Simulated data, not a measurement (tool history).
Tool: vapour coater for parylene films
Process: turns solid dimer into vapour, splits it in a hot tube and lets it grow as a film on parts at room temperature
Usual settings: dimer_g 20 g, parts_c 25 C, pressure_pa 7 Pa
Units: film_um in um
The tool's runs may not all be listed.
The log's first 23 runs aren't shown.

run	day	dimer_g	parts_c	pressure_pa	hours of work since the trap's valve was overhauled	hours of work since the table's thermometer was calibrated	film_um
24	16.704	13	22	8.42	27	45	7.6
# day 17.004: table's thermometer calibrated, once more
25	17.596	13	22	8.42	36	6	7.78
26	18.138	26	20	7	42	12	16.59
27	19.079	26	20	7	52	22	16.44
28	19.721	20	29	5.17	59	29	10.6
29	20.275	20	29	5.17	65	34	10.59
30	21.054	16	24	3.17	73	43	10.07
31	21.688	21	28	2.54	79	49	12.37

5 ways to go on from here, each from the tool as it stands after run 31. What would each give?
A	22.6	20	28	7	89	59	?
B	22.6	21	25	2.54	89	59	?
C	22.6	12	28	2.54	89	59	?
D	22.6	20	21	6.61	89	59	?
E	22.6	23	33	6.33	89	59	?

run	film_um
A	10.56
B	13.22
C	6.98
D	12.39
E	10.71
Without the tool's hidden state the same runs would have given:
run	film_um
A	10.73
B	13.43
C	7.08
D	12.58
E	10.88
